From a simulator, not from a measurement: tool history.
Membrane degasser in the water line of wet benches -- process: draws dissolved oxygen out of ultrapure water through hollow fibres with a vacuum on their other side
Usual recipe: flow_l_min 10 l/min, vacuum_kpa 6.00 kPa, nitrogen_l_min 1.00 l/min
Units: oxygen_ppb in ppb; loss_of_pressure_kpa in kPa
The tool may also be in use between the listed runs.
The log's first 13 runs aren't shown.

run	day	flow_l_min	vacuum_kpa	nitrogen_l_min	hours since the membrane was changed	hours since the vacuum gauge was calibrated	hours since the vacuum lines were made tight	oxygen_ppb	loss_of_pressure_kpa
14	57.812	10	6.00	1.00	2750	3736	5622	79.5	48.97
15	62.200	6	6.00	1.00	2855	3842	5727	42.8	29.17
16	68.067	6	6.00	1.00	2996	3983	5868	43.0	29.26
17	73.454	7	3.86	1.00	3125	4112	5998	13.9	34.29
# day 75.925: vacuum gauge calibrated
18	79.767	10	4.67	0.74	3276	92	6149	58.0	49.07
19	82.650	10	3.61	1.68	3346	161	6218	17.3	48.85
20	86.350	10	3.61	1.68	3434	250	6307	18.1	49.00
# day 92.704: seals of the vacuum lines changed
21	92.704	10	3.61	1.68	3585	401	0	17.3	49.48
22	98.158	10	3.61	1.68	3716	532	131	18.1	49.73
23	102.617	6	6.57	0.74	3823	639	238	67.7	29.88
24	108.912	6	6.57	0.74	3974	790	389	66.9	30.05
25	112.771	6	13.31	0.55	4066	882	482	250.2	29.97
26	116.292	10	10.79	1.48	4151	967	566	132.3	50.01
27	122.158	10	10.79	1.48	4292	1108	707	134.6	50.13
28	128.238	10	10.79	1.48	4438	1254	853	134.1	50.22
29	131.300	10	5.76	0.68	4511	1327	926	98.1	50.03
30	136.133	10	5.76	0.68	4627	1443	1042	99.9	50.28
# day 137.646: gauge calibrated
31	139.283	10	5.76	0.68	4703	1519	1118	96.9	48.86
32	144.917	15	7.47	0.77	4838	1654	1253	224.8	73.43

Predict each of these 3 candidate next runs independently; none follows another, all start after run 32:
A	149.654	10	3.72	2.26	4952	1767	1367	?	?
B	149.654	9	8.92	2.96	4952	1767	1367	?	?
C	149.654	15	4.55	0.77	4952	1767	1367	?	?

run	oxygen_ppb	loss_of_pressure_kpa
A	17.8	48.57
B	49.7	44.09
C	105.8	73.20
Without the tool's hidden state the same runs would have given:
run	oxygen_ppb	loss_of_pressure_kpa
A	17.7	48.28
B	49.6	43.82
C	105.5	72.76

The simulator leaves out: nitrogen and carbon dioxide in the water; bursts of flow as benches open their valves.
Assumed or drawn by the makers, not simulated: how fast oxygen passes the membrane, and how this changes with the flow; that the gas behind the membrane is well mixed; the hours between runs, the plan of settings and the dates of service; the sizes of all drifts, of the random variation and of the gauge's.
